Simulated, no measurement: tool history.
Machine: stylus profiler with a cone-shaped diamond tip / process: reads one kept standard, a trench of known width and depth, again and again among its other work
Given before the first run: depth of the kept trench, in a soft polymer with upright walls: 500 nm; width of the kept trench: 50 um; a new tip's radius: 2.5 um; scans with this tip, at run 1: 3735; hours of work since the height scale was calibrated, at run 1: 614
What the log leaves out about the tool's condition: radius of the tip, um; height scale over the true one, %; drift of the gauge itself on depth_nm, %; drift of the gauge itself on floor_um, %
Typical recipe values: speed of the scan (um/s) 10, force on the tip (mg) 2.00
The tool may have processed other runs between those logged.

| run | hour | speed of the scan (um/s) | force on the tip (mg) | scans with this tip | hours of work since the height scale was calibrated | depth of the trench (angstrom) | width of the trench's floor (µm) |
|---|---|---|---|---|---|---|---|
| 1 | 0.0 | 10 | 2.00 | 3735 | 614 | 5057.2 | 45.95 |
| 2 | 86.0 | 10 | 2.00 | 4080 | 670 | 5057.1 | 45.88 |
| 3 | 205.9 | 10 | 2.00 | 4561 | 749 | 5054.4 | 45.79 |
| 4 | 349.4 | 10 | 2.00 | 5137 | 844 | 5053.2 | 45.63 |
| 5 | 489.1 | 10 | 2.00 | 5697 | 936 | 5051.4 | 45.55 |
| 6 | 618.6 | 10 | 2.00 | 6217 | 1021 | 5048.1 | 45.47 |
| 7 | 726.2 | 10 | 2.00 | 6649 | 1092 | 5046.2 | 45.35 |
| 8 | 807.7 | 10 | 2.00 | 6976 | 1146 | 5046.0 | 45.29 |
| 9 | 886.0 | 10 | 2.00 | 7290 | 1198 | 5044.0 | 45.27 |
| 10 | 966.7 | 10 | 2.00 | 7614 | 1251 | 5044.0 | 45.21 |
| 11 | 1033.4 | 10 | 2.00 | 7882 | 1295 | 5042.9 | 45.14 |
| 12 | 1126.6 | 10 | 2.00 | 8256 | 1356 | 5039.8 | 45.11 |
| 13 | 1227.3 | 22 | 2.00 | 8660 | 1423 | 5039.2 | 44.95 |
| 14 | 1307.1 | 22 | 2.00 | 8980 | 1475 | 5040.3 | 44.91 |
| 15 | 1446.0 | 36 | 2.00 | 9538 | 1567 | 5038.2 | 44.71 |
| 16 | 1552.2 | 6 | 2.00 | 9964 | 1637 | 5036.3 | 44.86 |
|  | 1666.5 | new tip fitted, height scale calibrated |
| 17 | 1666.5 | 10 | 2.00 | 0 | 0 | 5066.1 | 46.98 |
| 18 | 1745.4 | 10 | 2.00 | 317 | 52 | 5066.9 | 46.85 |
| 19 | 1885.2 | 10 | 0.95 | 878 | 144 | 5037.5 | 46.69 |
| 20 | 1957.4 | 10 | 1.24 | 1168 | 192 | 5045.3 | 46.63 |
| 21 | 2067.1 | 5 | 1.24 | 1608 | 264 | 5043.3 | 46.60 |
| 22 | 2153.4 | 5 | 1.24 | 1954 | 321 | 5040.8 | 46.47 |
| 23 | 2290.1 | 5 | 1.24 | 2502 | 411 | 5037.7 | 46.41 |
| 24 | 2431.0 | 5 | 1.24 | 3068 | 504 | 5039.6 | 46.24 |
| 25 | 2509.4 | 7 | 4.07 | 3383 | 556 | 5097.7 | 46.19 |
| 26 | 2583.6 | 16 | 5.23 | 3681 | 605 | 5115.4 | 46.06 |
| 27 | 2726.6 | 30 | 2.00 | 4254 | 699 | 5051.7 | 45.91 |
| 28 | 2784.5 | 30 | 2.00 | 4486 | 737 | 5052.5 | 45.81 |
| 29 | 2862.0 | 14 | 2.00 | 4798 | 788 | 5050.3 | 45.91 |
| 30 | 2999.9 | 2 | 1.36 | 5351 | 879 | 5032.5 | 45.75 |
| 31 | 3068.4 | 2 | 1.36 | 5626 | 924 | 5031.9 | 45.73 |
| 32 | 3151.3 | 10 | 1.12 | 5958 | 979 | 5025.6 | 45.65 |
| 33 | 3241.0 | 10 | 3.18 | 6319 | 1038 | 5070.4 | 45.58 |
| 34 | 3355.7 | 10 | 3.18 | 6779 | 1114 | 5068.3 | 45.49 |
| 35 | 3423.8 | 6 | 4.28 | 7052 | 1159 | 5085.5 | 45.48 |
| 36 | 3528.9 | 17 | 1.13 | 7474 | 1228 | 5022.0 | 45.25 |
| 37 | 3610.8 | 14 | 4.84 | 7802 | 1282 | 5096.2 | 45.31 |
| 38 | 3681.8 | 14 | 4.84 | 8088 | 1329 | 5095.0 | 45.25 |
| 39 | 3768.3 | 14 | 4.84 | 8434 | 1386 | 5093.1 | 45.24 |
| 40 | 3880.0 | 3 | 4.84 | 8882 | 1459 | 5090.8 | 45.16 |
| 41 | 4014.3 | 29 | 1.09 | 9422 | 1548 | 5011.0 | 44.82 |
| 42 | 4112.3 | 18 | 0.69 | 9815 | 1612 | 5000.5 | 44.83 |
| 43 | 4219.0 | 10 | 1.94 | 10243 | 1683 | 5032.1 | 44.92 |
|  | 4267.5 | new tip fitted, height scale calibrated |
| 44 | 4341.2 | 2 | 3.03 | 296 | 49 | 5087.8 | 46.96 |
| 45 | 4426.4 | 21 | 1.41 | 638 | 105 | 5049.7 | 46.77 |
| 46 | 4500.0 | 2 | 1.99 | 934 | 153 | 5063.2 | 46.81 |
| 47 | 4638.2 | 38 | 2.98 | 1488 | 244 | 5082.9 | 46.52 |

What if the next run were any one of these 3? Each begins from the tool's condition after run 47:
| A | 4761.1 | 8 | 2.98 | 1981 | 325 | ? | ? |
| B | 4761.1 | 18 | 5.15 | 1981 | 325 | ? | ? |
| C | 4761.1 | 38 | 4.28 | 1981 | 325 | ? | ? |

| run | depth of the trench (angstrom) | width of the trench's floor (µm) |
|---|---|---|
| A | 5081.9 | 46.52 |
| B | 5117.7 | 46.44 |
| C | 5102.3 | 46.35 |
Without the tool's hidden state the same runs would have given:
| run | depth of the trench (angstrom) | width of the trench's floor (µm) |
|---|---|---|
| A | 5089.7 | 46.97 |
| B | 5125.6 | 46.88 |
| C | 5110.2 | 46.79 |
